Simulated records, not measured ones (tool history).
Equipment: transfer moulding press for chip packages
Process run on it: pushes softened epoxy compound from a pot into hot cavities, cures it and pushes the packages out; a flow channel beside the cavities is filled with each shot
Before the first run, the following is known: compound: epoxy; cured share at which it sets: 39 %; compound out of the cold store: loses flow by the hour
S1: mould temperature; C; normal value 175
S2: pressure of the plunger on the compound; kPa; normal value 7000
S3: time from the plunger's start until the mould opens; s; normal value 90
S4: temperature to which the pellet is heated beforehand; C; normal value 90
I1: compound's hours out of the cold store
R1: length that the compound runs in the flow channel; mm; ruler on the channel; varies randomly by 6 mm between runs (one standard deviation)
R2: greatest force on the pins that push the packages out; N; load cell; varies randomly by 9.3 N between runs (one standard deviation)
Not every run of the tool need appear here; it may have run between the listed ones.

Run 1, day 0: usual settings; I1 25.3. Result: R1 727 mm, R2 421 N.
Run 2, day 0.425: usual settings; I1 30.9. Result: R1 709 mm, R2 497 N.
Run 3, day 0.921: usual settings but S4 93 C; I1 21.4. Result: R1 746 mm, R2 547 N.
Run 4, day 1.338: usual settings but S4 93 C; I1 41.4. Result: R1 676 mm, R2 548 N.
Run 5, day 1.912: usual settings but S4 93 C; I1 28.8. Result: R1 711 mm, R2 612 N.
At day 2.583: cavities cleaned with cleaning compound and waxed.
Run 6, day 2.588: usual settings but S4 93 C; I1 31.7. Result: R1 697 mm, R2 685 N.
Run 7, day 3.004: usual settings but S4 93 C; I1 29.4. Result: R1 705 mm, R2 661 N.
At day 3.179: plunger's sealing rings changed.
Run 8, day 3.867: usual settings but S4 93 C; I1 46.6. Result: R1 691 mm, R2 642 N.

What will run 9 give?
Run 9, day 4.5: usual settings but S1 174 C, S2 8420 kPa, S3 116 s, S4 86 C; I1 43.3. Result: R1 ?, R2 ?.

{"run 9": {"R1": 766, "R2": 565}}
Were there no unlogged condition in the tool, this run, its random variation unchanged, would have produced R1 772 mm, R2 366 N.

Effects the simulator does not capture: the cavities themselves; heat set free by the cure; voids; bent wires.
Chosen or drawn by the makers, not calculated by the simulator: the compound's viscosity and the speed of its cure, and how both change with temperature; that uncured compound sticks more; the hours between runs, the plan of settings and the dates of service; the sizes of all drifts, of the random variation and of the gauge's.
